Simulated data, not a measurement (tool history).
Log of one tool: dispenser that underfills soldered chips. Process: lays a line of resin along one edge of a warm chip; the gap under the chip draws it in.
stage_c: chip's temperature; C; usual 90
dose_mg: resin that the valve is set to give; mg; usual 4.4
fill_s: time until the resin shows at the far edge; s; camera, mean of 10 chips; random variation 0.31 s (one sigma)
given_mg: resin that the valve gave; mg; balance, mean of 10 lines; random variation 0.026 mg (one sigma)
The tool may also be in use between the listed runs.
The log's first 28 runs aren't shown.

run   hour  stage_c  dose_mg  fill_s  given_mg
 29  171.9       79     4.89    16.1      4.79
 30  176.6       97     5.12     9.7      4.96
     178.2  -- new syringe of resin
 31  184.2       81     3.83    13.1      3.72
 32  189.9       90     5.51    11.1      5.31
     194.6  -- new syringe of resin
 33  196.3      103      4.2     4.2      4.05
 34    201      103      4.2     5.1      4.02
 35  208.7       93      5.6    10.9      5.37
     211.1  -- new syringe of resin
 36  215.7       81     4.77    11.5      4.51

4 ways to go on from here, each from the tool as it stands after run 36. What would each give?
  A  220.2       90     4.42       ?         ?
  B  220.2       91      5.6       ?         ?
  C  220.2       81     5.38       ?         ?
  D  220.2       90     5.26       ?         ?

run  fill_s  given_mg
  A    10.1      4.22
  B     8.9      5.32
  C    14.5      5.08
  D     9.6      4.97
Without the tool's hidden state the same runs would have given:
run  fill_s  given_mg
  A     6.5      4.44
  B     5.6      5.61
  C     9.4      5.35
  D     6.2      5.24

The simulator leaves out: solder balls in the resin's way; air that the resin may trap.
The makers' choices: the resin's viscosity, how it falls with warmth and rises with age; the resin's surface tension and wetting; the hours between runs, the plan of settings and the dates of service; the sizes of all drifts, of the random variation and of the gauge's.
